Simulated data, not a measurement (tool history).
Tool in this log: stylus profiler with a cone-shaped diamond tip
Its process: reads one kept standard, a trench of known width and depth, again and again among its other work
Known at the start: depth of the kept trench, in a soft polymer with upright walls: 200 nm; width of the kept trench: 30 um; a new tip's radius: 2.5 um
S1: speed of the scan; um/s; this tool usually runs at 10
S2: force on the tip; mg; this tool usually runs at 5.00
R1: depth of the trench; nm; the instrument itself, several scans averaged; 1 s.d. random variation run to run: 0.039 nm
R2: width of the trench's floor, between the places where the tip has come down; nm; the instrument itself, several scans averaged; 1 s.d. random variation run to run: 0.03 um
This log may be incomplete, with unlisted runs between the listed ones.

run	day	S1	S2	R1	R2
1	0.000	10	5.00	202.23	28050
2	0.712	10	5.00	202.20	27990
3	1.546	10	2.61	201.36	27940
4	1.946	10	2.61	201.44	27940
5	2.571	10	2.61	201.44	27960
6	3.100	10	5.00	202.20	27990
7	3.679	10	5.00	202.20	28040
8	4.200	10	5.00	202.22	27980
9	4.950	24	5.00	202.18	27960
10	5.754	24	5.00	202.13	27910
11	6.471	24	2.99	201.57	27940
12	6.942	24	2.99	201.56	27950
13	7.662	8	3.68	201.78	27990
14	8.583	8	3.68	201.83	27940
15	9.246	17	7.89	202.99	28010
16	10.162	18	9.79	203.52	27980
17	11.092	19	10.16	203.56	27970
18	11.662	2	14.71	204.53	28030
19	12.225	17	4.66	202.13	27980
20	12.650	2	4.16	201.97	28050
21	13.571	2	4.16	201.88	28000
22	14.075	5	2.31	201.24	28040
23	14.721	9	5.37	202.28	27970
24	15.662	6	1.95	201.18	27970

Predict each of these 3 candidate next runs independently; none follows another, all start after run 24:
A	16.471	6	3.91	?	?
B	16.471	22	2.08	?	?
C	16.471	7	1.95	?	?

run	R1	R2
A	201.93	27990
B	201.25	27890
C	201.23	28030
What these runs would have given with no unlogged condition in the tool:
run	R1	R2
A	201.92	28020
B	201.24	27920
C	201.22	28060
